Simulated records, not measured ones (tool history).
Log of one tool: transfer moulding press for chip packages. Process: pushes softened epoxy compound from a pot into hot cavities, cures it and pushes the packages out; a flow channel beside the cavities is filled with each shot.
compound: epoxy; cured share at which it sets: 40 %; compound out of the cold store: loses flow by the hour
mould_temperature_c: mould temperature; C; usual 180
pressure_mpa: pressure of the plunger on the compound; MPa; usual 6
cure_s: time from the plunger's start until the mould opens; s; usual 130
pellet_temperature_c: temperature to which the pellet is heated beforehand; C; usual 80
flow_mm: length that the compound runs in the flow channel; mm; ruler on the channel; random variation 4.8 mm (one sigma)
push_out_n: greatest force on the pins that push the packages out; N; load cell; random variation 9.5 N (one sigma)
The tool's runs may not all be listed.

run	day	mould_temperature_c	pressure_mpa	cure_s	pellet_temperature_c	incoming compound's hours out of the cold store	flow_mm	push_out_n
1	0	180	6	130	80	25.8	784	510
2	1.533	185	6	130	80	37.3	733	577
# day 2.038: cavities cleaned with cleaning compound and waxed
3	3.083	185	6	130	80	10.5	814	495
# day 4.883: cavities cleaned with cleaning compound and waxed
4	4.883	173	6	130	80	44.9	751	552
5	5.883	180	6	130	80	21.3	787	524
# day 7.258: plunger's sealing rings changed
# day 7.896: cavities cleaned with cleaning compound and waxed
6	8.367	180	6	130	80	39.7	774	459
7	9.767	180	6	130	80	23.3	823	584
# day 10.796: cavities cleaned with cleaning compound and waxed
8	11.267	180	6	113	80	17.6	837	563
9	12.329	183	7.13	132	87	20.3	888	527
# day 13.625: cavities cleaned with cleaning compound and waxed
10	14.817	183	7.13	132	87	12.6	914	512
# day 16.529: cavities cleaned with cleaning compound and waxed
11	16.633	173	7.13	141	87	38.2	860	513
# day 17.533: mould's thermocouples calibrated
12	18.238	184	7.2	141	72	46.6	792	537
# day 19.588: cavities cleaned with cleaning compound and waxed
13	20.438	184	7.2	141	72	37.7	813	502
14	21.504	176	5.99	131	81	28.6	796	657

The same runs without the tool's hidden state, with the same run-to-run variation:
The hidden state here: true mould temperature over the reading, C; pressure that reaches the compound, % of what is set; grip of the stained cavities, % over clean ones'; drift of the gauge itself on flow_mm, %; drift of the gauge itself on push_out_n, %.
run	flow_mm	push_out_n
1	823	435
2	774	419
3	864	402
4	802	562
5	844	441
6	781	414
7	834	444
8	854	515
9	908	406
10	943	412
11	894	512
12	827	408
13	856	416
14	843	493
